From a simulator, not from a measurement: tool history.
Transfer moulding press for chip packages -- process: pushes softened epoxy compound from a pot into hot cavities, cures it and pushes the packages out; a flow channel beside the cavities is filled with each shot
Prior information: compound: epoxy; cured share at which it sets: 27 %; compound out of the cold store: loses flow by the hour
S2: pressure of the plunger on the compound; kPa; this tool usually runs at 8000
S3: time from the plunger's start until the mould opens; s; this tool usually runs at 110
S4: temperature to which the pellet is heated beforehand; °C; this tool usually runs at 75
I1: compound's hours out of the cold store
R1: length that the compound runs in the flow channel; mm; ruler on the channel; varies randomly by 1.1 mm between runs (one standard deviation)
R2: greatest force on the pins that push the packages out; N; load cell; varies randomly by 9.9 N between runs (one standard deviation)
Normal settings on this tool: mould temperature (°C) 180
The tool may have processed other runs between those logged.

run 1 hour=0.0 | mould_temperature_(°C)=180 S2=8000 S3=110 S4=75 | I1=20.2 | R1=698 R2=465
run 2 hour=8.5 | mould_temperature_(°C)=180 S2=8000 S3=110 S4=75 | I1=19.6 | R1=698 R2=498
run 3 hour=17.6 | mould_temperature_(°C)=180 S2=8000 S3=110 S4=75 | I1=43.6 | R1=588 R2=554
run 4 hour=22.5 | mould_temperature_(°C)=180 S2=8000 S3=110 S4=75 | I1=23.6 | R1=678 R2=585
run 5 hour=33.2 | mould_temperature_(°C)=180 S2=8000 S3=110 S4=75 | I1=42.8 | R1=591 R2=611
run 6 hour=41.0 | mould_temperature_(°C)=180 S2=8000 S3=110 S4=75 | I1=30.2 | R1=645 R2=629
run 7 hour=51.0 | mould_temperature_(°C)=180 S2=8000 S3=110 S4=75 | I1=13.4 | R1=727 R2=682
run 8 hour=59.2 | mould_temperature_(°C)=180 S2=8000 S3=110 S4=80 | I1=39.3 | R1=604 R2=713
run 9 hour=65.5 | mould_temperature_(°C)=180 S2=8000 S3=110 S4=80 | I1=42.3 | R1=590 R2=713
-- hour=75.8 cavities cleaned with cleaning compound and waxed
run 10 hour=77.3 | mould_temperature_(°C)=180 S2=8000 S3=110 S4=80 | I1=44.6 | R1=580 R2=436
run 11 hour=85.8 | mould_temperature_(°C)=180 S2=8000 S3=110 S4=69 | I1=12.1 | R1=733 R2=502
run 12 hour=94.1 | mould_temperature_(°C)=180 S2=8000 S3=110 S4=69 | I1=22.1 | R1=683 R2=543
run 13 hour=103.8 | mould_temperature_(°C)=180 S2=8000 S3=110 S4=69 | I1=37.7 | R1=609 R2=597
run 14 hour=113.6 | mould_temperature_(°C)=180 S2=8000 S3=110 S4=75 | I1=21.4 | R1=685 R2=633
run 15 hour=125.0 | mould_temperature_(°C)=180 S2=8000 S3=110 S4=75 | I1=35.1 | R1=619 R2=682
run 16 hour=131.4 | mould_temperature_(°C)=180 S2=8000 S3=118 S4=66 | I1=46.0 | R1=574 R2=659
run 17 hour=139.6 | mould_temperature_(°C)=186 S2=8000 S3=116 S4=66 | I1=33.9 | R1=614 R2=638
run 18 hour=148.7 | mould_temperature_(°C)=182 S2=9550 S3=90 S4=66 | I1=19.9 | R1=750 R2=873
-- hour=151.3 cavities cleaned with cleaning compound and waxed
run 19 hour=162.2 | mould_temperature_(°C)=185 S2=9550 S3=90 S4=67 | I1=35.1 | R1=666 R2=529
-- hour=173.6 plunger's sealing rings changed
run 20 hour=176.9 | mould_temperature_(°C)=185 S2=9550 S3=90 S4=67 | I1=20.1 | R1=758 R2=595
run 21 hour=187.0 | mould_temperature_(°C)=176 S2=8000 S3=125 S4=75 | I1=21.7 | R1=702 R2=633
run 22 hour=199.0 | mould_temperature_(°C)=180 S2=8000 S3=110 S4=83 | I1=22.0 | R1=694 R2=639
run 23 hour=206.9 | mould_temperature_(°C)=180 S2=8000 S3=110 S4=67 | I1=30.0 | R1=655 R2=680
run 24 hour=212.2 | mould_temperature_(°C)=180 S2=8000 S3=110 S4=67 | I1=40.5 | R1=605 R2=704
run 25 hour=219.2 | mould_temperature_(°C)=180 S2=8000 S3=110 S4=78 | I1=40.9 | R1=606 R2=689
run 26 hour=225.4 | mould_temperature_(°C)=180 S2=9210 S3=110 S4=69 | I1=31.1 | R1=697 R2=748
-- hour=229.1 cavities cleaned with cleaning compound and waxed
run 27 hour=234.5 | mould_temperature_(°C)=180 S2=9210 S3=110 S4=69 | I1=23.2 | R1=736 R2=493
run 28 hour=245.7 | mould_temperature_(°C)=183 S2=8000 S3=110 S4=69 | I1=47.3 | R1=570 R2=497

Predict each of these 5 candidate next runs independently; none follows another, all start after run 28:
run A hour=255.4 | mould_temperature_(°C)=188 S2=8000 S3=110 S4=78 | I1=19.2 | R1=? R2=?
run B hour=255.4 | mould_temperature_(°C)=181 S2=8000 S3=110 S4=75 | I1=23.4 | R1=? R2=?
run C hour=255.4 | mould_temperature_(°C)=181 S2=8000 S3=105 S4=75 | I1=45.7 | R1=? R2=?
run D hour=255.4 | mould_temperature_(°C)=178 S2=7880 S3=110 S4=83 | I1=38.4 | R1=? R2=?
run E hour=255.4 | mould_temperature_(°C)=183 S2=9120 S3=110 S4=80 | I1=40.4 | R1=? R2=?

run=A R1=687 R2=526
run=B R1=683 R2=556
run=C R1=578 R2=579
run=D R1=613 R2=620
run=E R1=639 R2=559
Had the tool no hidden state, the same runs would have come out as:
run=A R1=694 R2=394
run=B R1=689 R2=422
run=C R1=584 R2=439
run=D R1=619 R2=473
run=E R1=645 R2=421
